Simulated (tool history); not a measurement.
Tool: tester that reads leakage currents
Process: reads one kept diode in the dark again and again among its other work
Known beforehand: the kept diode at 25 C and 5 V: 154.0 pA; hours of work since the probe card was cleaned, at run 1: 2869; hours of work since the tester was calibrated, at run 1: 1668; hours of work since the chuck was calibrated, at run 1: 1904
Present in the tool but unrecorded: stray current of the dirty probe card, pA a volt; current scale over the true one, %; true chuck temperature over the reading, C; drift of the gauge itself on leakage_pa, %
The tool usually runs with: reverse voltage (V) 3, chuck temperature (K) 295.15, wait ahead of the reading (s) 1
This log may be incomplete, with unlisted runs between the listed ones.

| run | hour | reverse voltage (V) | chuck temperature (K) | wait ahead of the reading (s) | hours of work since the probe card was cleaned | hours of work since the tester was calibrated | hours of work since the chuck was calibrated | current that the tester gives (pA) |
|---|---|---|---|---|---|---|---|---|
| 1 | 0 | 3 | 295.15 | 1 | 2869 | 1668 | 1904 | 91.76 |
| 2 | 233.4 | 3 | 295.15 | 2.73 | 2994 | 1793 | 2029 | 90.85 |
| 3 | 383.2 | 2.52 | 295.15 | 1 | 3074 | 1873 | 2109 | 83.2 |
|  | 462.3 | chuck's temperature calibrated |
| 4 | 588.4 | 2.52 | 295.15 | 1 | 3183 | 1982 | 68 | 83.25 |
| 5 | 691.3 | 8.81 | 295.15 | 1 | 3238 | 2037 | 123 | 163.65 |
| 6 | 810.9 | 8.81 | 295.15 | 1 | 3302 | 2101 | 187 | 162.92 |
| 7 | 933.9 | 3 | 316.15 | 1 | 3368 | 2167 | 252 | 506.58 |
|  | 991.2 | probe card cleaned and baked |
| 8 | 1064.5 | 3.05 | 295.15 | 1 | 39 | 2235 | 321 | 92.29 |
| 9 | 1279.5 | 3.05 | 295.15 | 1 | 154 | 2350 | 436 | 92.25 |
| 10 | 1384.8 | 3.05 | 295.15 | 1 | 211 | 2406 | 492 | 92.19 |
| 11 | 1614.9 | 3.05 | 295.15 | 1 | 334 | 2529 | 615 | 92.22 |
| 12 | 1775.5 | 3.05 | 295.15 | 1 | 420 | 2615 | 701 | 92.18 |
| 13 | 1948.2 | 3.05 | 323.15 | 1 | 512 | 2708 | 794 | 863.18 |
| 14 | 2173.6 | 8.92 | 295.15 | 1 | 633 | 2828 | 914 | 164.08 |
| 15 | 2361.9 | 8.92 | 317.15 | 1 | 734 | 2929 | 1015 | 974.82 |
| 16 | 2471.9 | 3 | 295.15 | 1 | 792 | 2988 | 1074 | 91.64 |
| 17 | 2619.6 | 3 | 295.15 | 1 | 872 | 3067 | 1153 | 91.42 |
| 18 | 2798 | 3 | 295.15 | 1 | 967 | 3163 | 1248 | 91.19 |
| 19 | 2948.1 | 3 | 326.15 | 1 | 1047 | 3243 | 1329 | 1064.78 |
| 20 | 3057.2 | 3 | 326.15 | 1 | 1106 | 3301 | 1387 | 1062.05 |
| 21 | 3263.1 | 3 | 326.15 | 1 | 1216 | 3412 | 1497 | 1071.62 |
| 22 | 3416.2 | 3.68 | 318.15 | 0.32 | 1298 | 3494 | 1579 | 662.73 |
| 23 | 3551.7 | 1.24 | 318.15 | 6.41 | 1370 | 3566 | 1652 | 369.35 |
| 24 | 3789.1 | 3 | 295.15 | 0.69 | 1497 | 3693 | 1779 | 91.56 |
| 25 | 3957.6 | 2.21 | 333.15 | 0.69 | 1588 | 3783 | 1869 | 1480.14 |
| 26 | 4053.9 | 2.76 | 316.15 | 7.14 | 1639 | 3835 | 1921 | 485.64 |
| 27 | 4286.2 | 2.76 | 316.15 | 7.14 | 1763 | 3959 | 2045 | 485.66 |
|  | 4486.5 | chuck's temperature calibrated |
| 28 | 4527.4 | 3 | 313.15 | 1 | 1892 | 4087 | 22 | 403.28 |
| 29 | 4703.5 | 3.34 | 300.15 | 0.56 | 1986 | 4181 | 116 | 149.99 |
| 30 | 4817.2 | 3.34 | 310.15 | 0.56 | 2047 | 4242 | 177 | 338.73 |
| 31 | 4916.8 | 1.81 | 310.15 | 0.66 | 2100 | 4296 | 230 | 243.69 |
| 32 | 5025.1 | 1.31 | 301.15 | 0.34 | 2158 | 4354 | 288 | 98.69 |
| 33 | 5259.2 | 1.62 | 295.15 | 3.02 | 2283 | 4479 | 414 | 64.96 |
|  | 5477.1 | tester calibrated |
| 34 | 5490.4 | 2.49 | 308.15 | 0.62 | 2406 | 7 | 536 | 246.43 |
| 35 | 5635.7 | 2.49 | 308.15 | 0.62 | 2484 | 85 | 614 | 244.83 |
| 36 | 5745.9 | 2.49 | 308.15 | 0.62 | 2543 | 144 | 673 | 245.87 |
| 37 | 5969 | 2.29 | 315.15 | 5.52 | 2662 | 263 | 792 | 406.15 |
| 38 | 6163.2 | 5.66 | 301.15 | 1 | 2766 | 367 | 896 | 215.17 |
| 39 | 6366.3 | 1.14 | 295.15 | 7.63 | 2875 | 476 | 1005 | 53.93 |

Here are 5 independent what-if runs from the current tool condition. What would each one return?
| A | 6491.4 | 3.44 | 295.15 | 7.06 | 2942 | 543 | 1072 | ? |
| B | 6491.4 | 1.14 | 295.15 | 8.72 | 2942 | 543 | 1072 | ? |
| C | 6491.4 | 4.13 | 295.15 | 1 | 2942 | 543 | 1072 | ? |
| D | 6491.4 | 1 | 295.15 | 1 | 2942 | 543 | 1072 | ? |
| E | 6491.4 | 13.17 | 299.15 | 2.67 | 2942 | 543 | 1072 | ? |

| run | current that the tester gives (pA) |
|---|---|
| A | 97.21 |
| B | 54.2 |
| C | 108.59 |
| D | 50.89 |
| E | 282.29 |
Stripped of hidden state, with their random variation kept, the same runs would have yielded:
| run | current that the tester gives (pA) |
|---|---|
| A | 97.15 |
| B | 54.17 |
| C | 108.52 |
| D | 50.87 |
| E | 282.09 |

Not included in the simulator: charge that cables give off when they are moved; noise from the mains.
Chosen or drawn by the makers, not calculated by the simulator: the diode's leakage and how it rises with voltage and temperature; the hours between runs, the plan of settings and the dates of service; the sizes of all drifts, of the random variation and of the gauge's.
